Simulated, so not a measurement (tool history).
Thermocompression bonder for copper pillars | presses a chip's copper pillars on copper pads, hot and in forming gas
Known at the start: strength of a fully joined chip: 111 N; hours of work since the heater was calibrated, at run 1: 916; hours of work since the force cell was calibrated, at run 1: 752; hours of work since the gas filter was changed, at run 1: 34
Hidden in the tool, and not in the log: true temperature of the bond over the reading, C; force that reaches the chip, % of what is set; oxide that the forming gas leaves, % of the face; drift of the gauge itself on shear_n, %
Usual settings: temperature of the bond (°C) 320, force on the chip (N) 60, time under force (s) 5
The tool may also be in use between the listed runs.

run   hour  temperature of the bond (°C)  force on the chip (N)  time under force (s)  hours of work since the heater was calibrated  hours of work since the force cell was calibrated  hours of work since the gas filter was changed  force that shears a chip off (N)
  1      0                           320                     60                     5                                            916                                                752                                              34                              66.5
  2     21                           320                     60                     5                                            931                                                767                                              49                              67.9
  3   40.9                           320                     60                     5                                            946                                                782                                              64                              68.2
      52.7  -- heater calibrated with a thermocouple chip
  4   62.9                           320                     60                     5                                              7                                                796                                              78                              68.4
  5     91                           320                     60                     3                                             27                                                816                                              98                                58
  6  103.1                           320                     85                     3                                             36                                                825                                             107                              70.3
       108  -- forming gas filter changed
  7  120.9                           295                     85                     3                                             49                                                837                                               9                              57.8
  8  143.1                           308                     85                     3                                             64                                                853                                              25                              65.6
  9  159.3                           349                     55                    10                                             76                                                865                                              37                              92.3
 10  183.9                           305                     72                     5                                             94                                                882                                              54                                68
 11  197.6                           305                     72                     5                                            103                                                892                                              64                              69.2
 12  210.5                           305                     72                     5                                            113                                                901                                              73                              67.5
 13  226.2                           349                     72                    10                                            124                                                913                                              85                              97.8
 14  240.1                           294                     38                     5                                            134                                                923                                              95                              42.9
 15  255.6                           294                     38                     5                                            145                                                934                                             106                              41.7

3 ways to go on from here, each from the tool as it stands after run 15. What would each give?
     262.1  -- forming gas filter changed
  A  282.5                           320                     60                     7                                            164                                                953                                              15                                 ?
     262.1  -- forming gas filter changed
  B  282.5                           294                     69                     5                                            164                                                953                                              15                                 ?
     262.1  -- forming gas filter changed
  C  282.5                           324                     61                     4                                            164                                                953                                              15                                 ?

run  force that shears a chip off (N)
  A                              74.9
  B                              62.2
  C                              66.4
Without the tool's hidden state the same runs would have given:
run  force that shears a chip off (N)
  A                                75
  B                              62.4
  C                              66.5

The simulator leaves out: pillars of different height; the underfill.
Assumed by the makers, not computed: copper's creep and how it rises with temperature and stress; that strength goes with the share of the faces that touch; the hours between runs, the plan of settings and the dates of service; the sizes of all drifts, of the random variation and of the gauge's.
